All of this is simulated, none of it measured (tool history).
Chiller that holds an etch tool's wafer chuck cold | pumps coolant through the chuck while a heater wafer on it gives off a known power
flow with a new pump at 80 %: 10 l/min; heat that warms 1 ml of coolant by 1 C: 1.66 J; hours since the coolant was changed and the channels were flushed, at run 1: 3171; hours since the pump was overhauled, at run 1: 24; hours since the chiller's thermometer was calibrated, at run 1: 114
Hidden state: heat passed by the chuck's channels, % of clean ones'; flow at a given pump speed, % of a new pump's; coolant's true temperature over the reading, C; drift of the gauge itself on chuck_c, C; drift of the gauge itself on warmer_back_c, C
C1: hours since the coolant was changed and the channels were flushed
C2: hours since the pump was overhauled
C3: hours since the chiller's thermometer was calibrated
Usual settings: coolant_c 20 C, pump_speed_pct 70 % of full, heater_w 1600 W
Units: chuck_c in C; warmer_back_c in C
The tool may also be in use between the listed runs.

run 1 hour=0.0 | coolant_c=20 pump_speed_pct=70 heater_w=1600 | C1=3171 C2=24 C3=114 | chuck_c=37.5 warmer_back_c=6.70
run 2 hour=49.4 | coolant_c=20 pump_speed_pct=70 heater_w=1600 | C1=3221 C2=74 C3=164 | chuck_c=37.5 warmer_back_c=6.75
run 3 hour=116.7 | coolant_c=20 pump_speed_pct=70 heater_w=1600 | C1=3288 C2=141 C3=231 | chuck_c=37.5 warmer_back_c=6.76
run 4 hour=153.0 | coolant_c=20 pump_speed_pct=70 heater_w=1600 | C1=3324 C2=177 C3=267 | chuck_c=37.6 warmer_back_c=6.71
run 5 hour=185.7 | coolant_c=20 pump_speed_pct=70 heater_w=1600 | C1=3357 C2=210 C3=300 | chuck_c=37.5 warmer_back_c=6.71
run 6 hour=230.5 | coolant_c=20 pump_speed_pct=70 heater_w=1600 | C1=3402 C2=255 C3=345 | chuck_c=37.6 warmer_back_c=6.71
run 7 hour=289.3 | coolant_c=20 pump_speed_pct=70 heater_w=1600 | C1=3461 C2=314 C3=404 | chuck_c=37.7 warmer_back_c=6.68
run 8 hour=344.2 | coolant_c=20 pump_speed_pct=70 heater_w=1600 | C1=3515 C2=369 C3=459 | chuck_c=37.6 warmer_back_c=6.72
run 9 hour=391.2 | coolant_c=20 pump_speed_pct=70 heater_w=1600 | C1=3562 C2=416 C3=505 | chuck_c=37.6 warmer_back_c=6.67
run 10 hour=437.7 | coolant_c=17 pump_speed_pct=70 heater_w=1600 | C1=3609 C2=462 C3=552 | chuck_c=34.5 warmer_back_c=6.71
run 11 hour=471.8 | coolant_c=12 pump_speed_pct=77 heater_w=1675 | C1=3643 C2=496 C3=586 | chuck_c=29.0 warmer_back_c=6.27
run 12 hour=527.8 | coolant_c=14 pump_speed_pct=76 heater_w=1675 | C1=3699 C2=552 C3=642 | chuck_c=31.0 warmer_back_c=6.40
run 13 hour=574.3 | coolant_c=13 pump_speed_pct=64 heater_w=2009 | C1=3746 C2=599 C3=689 | chuck_c=36.7 warmer_back_c=9.35
run 14 hour=629.1 | coolant_c=18 pump_speed_pct=69 heater_w=1385 | C1=3800 C2=654 C3=743 | chuck_c=33.2 warmer_back_c=5.88
run 15 hour=671.6 | coolant_c=20 pump_speed_pct=70 heater_w=1798 | C1=3843 C2=696 C3=786 | chuck_c=39.5 warmer_back_c=7.54
run 16 hour=706.6 | coolant_c=20 pump_speed_pct=95 heater_w=1600 | C1=3878 C2=731 C3=821 | chuck_c=33.7 warmer_back_c=4.77
run 17 hour=753.6 | coolant_c=19 pump_speed_pct=68 heater_w=2095 | C1=3925 C2=778 C3=868 | chuck_c=42.6 warmer_back_c=9.10
run 18 hour=788.0 | coolant_c=13 pump_speed_pct=70 heater_w=1416 | C1=3959 C2=812 C3=902 | chuck_c=28.6 warmer_back_c=5.92
run 19 hour=817.2 | coolant_c=24 pump_speed_pct=87 heater_w=1886 | C1=3988 C2=842 C3=931 | chuck_c=41.1 warmer_back_c=6.18
run 20 hour=844.2 | coolant_c=20 pump_speed_pct=62 heater_w=818 | C1=4015 C2=869 C3=958 | chuck_c=30.0 warmer_back_c=3.94

4 ways to go on from here, each from the tool as it stands after run 20. What would each give?
run A hour=882.6 | coolant_c=20 pump_speed_pct=62 heater_w=1207 | C1=4054 C2=907 C3=997 | chuck_c=? warmer_back_c=?
run B hour=882.6 | coolant_c=10 pump_speed_pct=75 heater_w=1367 | C1=4054 C2=907 C3=997 | chuck_c=? warmer_back_c=?
run C hour=882.6 | coolant_c=20 pump_speed_pct=87 heater_w=1595 | C1=4054 C2=907 C3=997 | chuck_c=? warmer_back_c=?
run D hour=882.6 | coolant_c=18 pump_speed_pct=99 heater_w=1282 | C1=4054 C2=907 C3=997 | chuck_c=? warmer_back_c=?

run=A chuck_c=34.8 warmer_back_c=5.81
run=B chuck_c=24.2 warmer_back_c=5.30
run=C chuck_c=34.5 warmer_back_c=5.24
run=D chuck_c=28.5 warmer_back_c=3.66
Without the tool's hidden state the same runs would have given:
run=A chuck_c=34.8 warmer_back_c=5.81
run=B chuck_c=24.2 warmer_back_c=5.30
run=C chuck_c=34.5 warmer_back_c=5.24
run=D chuck_c=28.5 warmer_back_c=3.66
